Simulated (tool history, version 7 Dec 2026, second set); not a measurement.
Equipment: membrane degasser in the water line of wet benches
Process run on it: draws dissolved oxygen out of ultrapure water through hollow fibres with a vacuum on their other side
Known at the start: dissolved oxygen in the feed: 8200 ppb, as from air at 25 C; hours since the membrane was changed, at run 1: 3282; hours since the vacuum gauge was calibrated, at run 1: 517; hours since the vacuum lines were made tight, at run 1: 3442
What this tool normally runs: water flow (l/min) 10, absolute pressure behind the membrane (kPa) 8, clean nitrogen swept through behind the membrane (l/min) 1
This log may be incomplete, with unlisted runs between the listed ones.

run   hour  water flow (l/min)  absolute pressure behind the membrane (kPa)  clean nitrogen swept through behind the membrane (l/min)  hours since the membrane was changed  hours since the vacuum gauge was calibrated  hours since the vacuum lines were made tight  dissolved oxygen in the water behind the degasser (ppb)  pressure that the water loses in the fibres (kPa)
  1      0                  10                                            8                                                         1                                  3282                                          517                                          3442                                                    211.2                                              35.37
      33.2  -- seals of the vacuum lines changed
  2   54.3                  12                                            8                                                         1                                  3334                                          569                                            21                                                    307.2                                              43.08
  3  158.2                  10                                            8                                                      1.61                                  3438                                          673                                           125                                                    173.5                                              35.57
  4  212.1                  10                                            8                                                      1.61                                  3492                                          727                                           179                                                    172.7                                              36.19
  5  314.2                  10                                          7.5                                                         1                                  3594                                          829                                           281                                                    205.5                                              35.83
     322.7  -- vacuum gauge calibrated
  6  427.5                  10                                          7.5                                                         1                                  3707                                          105                                           394                                                    198.7                                              35.71
  7  478.5                  10                                          7.5                                                         1                                  3758                                          156                                           445                                                    202.7                                              35.69
     569.5  -- vacuum gauge calibrated, once more
  8  590.8                  10                                         8.73                                                      2.36                                  3869                                           21                                           557                                                    159.2                                              35.77
  9  681.7                  10                                         6.91                                                       0.8                                  3960                                          112                                           648                                                    213.2                                              35.98
 10  759.9                  10                                         6.91                                                       0.8                                  4038                                          190                                           726                                                    204.4                                              35.91
 11  869.3                   8                                         8.66                                                       0.8                                  4148                                          300                                           835                                                    176.5                                               28.7
 12  942.7                   8                                         8.66                                                      2.88                                  4221                                          373                                           908                                                     86.4                                              28.94

Run 13 has not been measured yet. What should we expect?
 13  1026                  10                                        11.66                                                      0.62                                  4305                                          456                                           992                                                        ?                                                  ?

dissolved oxygen in the water behind the degasser (ppb): 403.6
pressure that the water loses in the fibres (kPa): 35.99
Minus the tool's unlogged condition, the same run would have read dissolved oxygen in the water behind the degasser (ppb) 384.5, pressure that the water loses in the fibres (kPa) 34.72.
